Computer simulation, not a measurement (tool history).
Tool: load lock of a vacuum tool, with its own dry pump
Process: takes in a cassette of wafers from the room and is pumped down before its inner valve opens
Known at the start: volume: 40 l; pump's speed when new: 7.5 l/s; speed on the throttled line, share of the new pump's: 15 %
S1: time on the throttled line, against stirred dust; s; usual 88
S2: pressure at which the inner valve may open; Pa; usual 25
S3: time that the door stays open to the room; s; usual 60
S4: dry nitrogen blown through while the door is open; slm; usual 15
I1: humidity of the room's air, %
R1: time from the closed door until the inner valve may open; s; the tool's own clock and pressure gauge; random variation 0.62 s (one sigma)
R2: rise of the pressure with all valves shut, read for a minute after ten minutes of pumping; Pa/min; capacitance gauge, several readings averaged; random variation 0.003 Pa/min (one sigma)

run 1 hour=0.0 | S1=88 S2=25 S3=60 S4=15 | I1=47.4 | R1=120.7 R2=0.135
run 2 hour=139.2 | S1=88 S2=25 S3=60 S4=15 | I1=46.4 | R1=120.3 R2=0.130
run 3 hour=235.8 | S1=88 S2=25 S3=60 S4=15 | I1=43.7 | R1=119.8 R2=0.133
run 4 hour=317.4 | S1=88 S2=25 S3=60 S4=15 | I1=46.7 | R1=121.4 R2=0.133
run 5 hour=437.0 | S1=88 S2=25 S3=60 S4=15 | I1=47.9 | R1=120.4 R2=0.140
run 6 hour=558.3 | S1=88 S2=25 S3=60 S4=15 | I1=46.6 | R1=120.6 R2=0.140
run 7 hour=642.7 | S1=88 S2=25 S3=60 S4=15 | I1=45.6 | R1=120.2 R2=0.141
run 8 hour=754.5 | S1=88 S2=25 S3=60 S4=15 | I1=44.6 | R1=120.7 R2=0.136
run 9 hour=865.8 | S1=88 S2=25 S3=60 S4=15 | I1=42.5 | R1=119.7 R2=0.129
run 10 hour=950.0 | S1=88 S2=25 S3=60 S4=15 | I1=44.5 | R1=121.2 R2=0.137
run 11 hour=1101.2 | S1=88 S2=25 S3=60 S4=15 | I1=44.9 | R1=120.5 R2=0.138
run 12 hour=1247.4 | S1=88 S2=25 S3=60 S4=15 | I1=44.6 | R1=121.4 R2=0.141
run 13 hour=1366.1 | S1=88 S2=25 S3=60 S4=15 | I1=42.6 | R1=120.9 R2=0.142
run 14 hour=1510.0 | S1=88 S2=25 S3=60 S4=15 | I1=45.1 | R1=121.1 R2=0.146
run 15 hour=1612.3 | S1=88 S2=25 S3=60 S4=25 | I1=45.1 | R1=121.2 R2=0.134
run 16 hour=1769.7 | S1=88 S2=25 S3=60 S4=25 | I1=41.9 | R1=120.4 R2=0.128
run 17 hour=1855.3 | S1=88 S2=25 S3=60 S4=25 | I1=42.9 | R1=120.8 R2=0.138
run 18 hour=1965.6 | S1=88 S2=25 S3=54 S4=15 | I1=44.6 | R1=121.3 R2=0.145
run 19 hour=2085.4 | S1=88 S2=22 S3=60 S4=15 | I1=47.6 | R1=121.7 R2=0.153
run 20 hour=2194.5 | S1=50 S2=19 S3=89 S4=10 | I1=44.4 | R1=90.7 R2=0.167
run 21 hour=2328.5 | S1=149 S2=29 S3=88 S4=14 | I1=47.2 | R1=171.2 R2=0.160
run 22 hour=2424.8 | S1=149 S2=29 S3=88 S4=14 | I1=48.3 | R1=172.6 R2=0.168
run 23 hour=2570.7 | S1=98 S2=36 S3=51 S4=23 | I1=43.5 | R1=127.8 R2=0.145
run 24 hour=2702.2 | S1=88 S2=43 S3=60 S4=15 | I1=45.1 | R1=118.5 R2=0.161
run 25 hour=2810.2 | S1=45 S2=40 S3=58 S4=7 | I1=45.8 | R1=82.6 R2=0.172
run 26 hour=2948.2 | S1=129 S2=48 S3=31 S4=15 | I1=45.7 | R1=151.2 R2=0.150
run 27 hour=3037.0 | S1=129 S2=48 S3=31 S4=15 | I1=43.0 | R1=151.8 R2=0.148
run 28 hour=3139.0 | S1=104 S2=43 S3=132 S4=10 | I1=46.0 | R1=132.1 R2=0.189
run 29 hour=3279.1 | S1=88 S2=27 S3=79 S4=15 | I1=45.2 | R1=121.0 R2=0.170
run 30 hour=3390.1 | S1=88 S2=32 S3=79 S4=4 | I1=42.5 | R1=120.3 R2=0.190
run 31 hour=3459.4 | S1=74 S2=41 S3=60 S4=4 | I1=42.1 | R1=107.1 R2=0.179
run 32 hour=3598.8 | S1=88 S2=41 S3=38 S4=15 | I1=42.2 | R1=118.8 R2=0.156
run 33 hour=3701.3 | S1=84 S2=22 S3=129 S4=5 | I1=45.4 | R1=118.4 R2=0.200
run 34 hour=3816.0 | S1=84 S2=18 S3=129 S4=7 | I1=48.0 | R1=120.0 R2=0.200
run 35 hour=3914.0 | S1=88 S2=25 S3=129 S4=15 | I1=45.7 | R1=121.4 R2=0.186
run 36 hour=3986.0 | S1=115 S2=25 S3=129 S4=26 | I1=43.0 | R1=144.3 R2=0.168
run 37 hour=4071.1 | S1=111 S2=26 S3=165 S4=31 | I1=45.6 | R1=140.2 R2=0.166

The same runs without the tool's hidden state, with the same run-to-run variation:
The hidden state here: pump's speed, % of a new pump's; leak at the door's seal, Pa l/s; drift of the gauge itself on ready_s, %; drift of the gauge itself on rise_pa_min, %.
run=1 R1=119.4 R2=0.060
run=2 R1=119.0 R2=0.055
run=3 R1=118.4 R2=0.055
run=4 R1=120.0 R2=0.055
run=5 R1=119.0 R2=0.060
run=6 R1=119.2 R2=0.060
run=7 R1=118.7 R2=0.060
run=8 R1=119.2 R2=0.056
run=9 R1=118.2 R2=0.047
run=10 R1=119.7 R2=0.054
run=11 R1=118.9 R2=0.054
run=12 R1=119.7 R2=0.056
run=13 R1=119.1 R2=0.056
run=14 R1=119.3 R2=0.059
run=15 R1=119.4 R2=0.045
run=16 R1=118.5 R2=0.037
run=17 R1=118.9 R2=0.045
run=18 R1=119.4 R2=0.052
run=19 R1=119.6 R2=0.058
run=20 R1=88.1 R2=0.072
run=21 R1=169.8 R2=0.064
run=22 R1=171.2 R2=0.071
run=23 R1=125.9 R2=0.046
run=24 R1=116.6 R2=0.061
run=25 R1=80.1 R2=0.070
run=26 R1=149.6 R2=0.046
run=27 R1=150.2 R2=0.043
run=28 R1=130.2 R2=0.085
run=29 R1=118.6 R2=0.062
run=30 R1=118.0 R2=0.082
run=31 R1=104.7 R2=0.069
run=32 R1=116.6 R2=0.045
run=33 R1=115.8 R2=0.090
run=34 R1=117.2 R2=0.090
run=35 R1=118.8 R2=0.072
run=36 R1=142.1 R2=0.055
run=37 R1=137.8 R2=0.052
